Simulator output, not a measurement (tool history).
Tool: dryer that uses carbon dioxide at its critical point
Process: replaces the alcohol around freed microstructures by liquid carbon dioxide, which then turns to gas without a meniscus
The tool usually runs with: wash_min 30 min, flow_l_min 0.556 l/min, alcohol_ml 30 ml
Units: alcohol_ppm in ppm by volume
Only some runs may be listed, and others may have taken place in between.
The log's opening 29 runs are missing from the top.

run,hour,wash_min,flow_l_min,alcohol_ml,alcohol_ppm
30,645.4,30,0.441,74,230
31,661.9,45,0.904,80,97
# hour 664.9: inlet filter changed
32,686.7,45,0.904,80,102
33,706.2,36,0.556,30,104
34,726.5,36,0.365,30,135
35,744.6,36,0.365,30,142
36,767.2,36,0.365,30,141
37,798.7,23,0.42,30,299
38,820.3,27,0.435,60,252
39,849.6,27,0.435,60,269
40,881.9,27,0.435,60,273
41,911.6,37,0.556,30,115
42,930.3,36,0.556,101,121
43,945.5,36,0.556,101,129
44,968.9,30,0.688,30,123
45,998.5,42,0.427,112,151

Predict the results of run 46:
46,1021.9,19,0.767,28,?

{"run 46": {"alcohol_ppm": 151}}
Had the tool carried no hidden state, the very same run would have given alcohol_ppm 19 ppm by volume.
